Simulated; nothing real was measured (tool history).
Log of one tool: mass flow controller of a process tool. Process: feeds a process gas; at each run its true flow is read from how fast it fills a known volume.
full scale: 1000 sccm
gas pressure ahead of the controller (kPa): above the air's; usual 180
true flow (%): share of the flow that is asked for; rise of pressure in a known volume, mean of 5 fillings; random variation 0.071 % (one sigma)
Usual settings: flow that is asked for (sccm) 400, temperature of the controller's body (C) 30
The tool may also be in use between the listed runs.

run	hour	flow that is asked for (sccm)	gas pressure ahead of the controller (kPa)	temperature of the controller's body (C)	true flow (%)
1	0	400	180	30	100.15
2	39.5	400	180	40	100.91
3	115.5	426	180	30	100.25
4	156.6	400	180	30	100.25
5	226	400	180	30	100.28
6	292.2	400	180	30	100.13
7	361.6	400	180	30	100.11
8	420.8	400	180	30	100.18
9	457.8	400	180	32	100.25

Forecast run 10:
10	490.8	111	155	30	?

true flow (%): 100.04
Without the tool's hidden state the same run would have given true flow (%) 100.03.
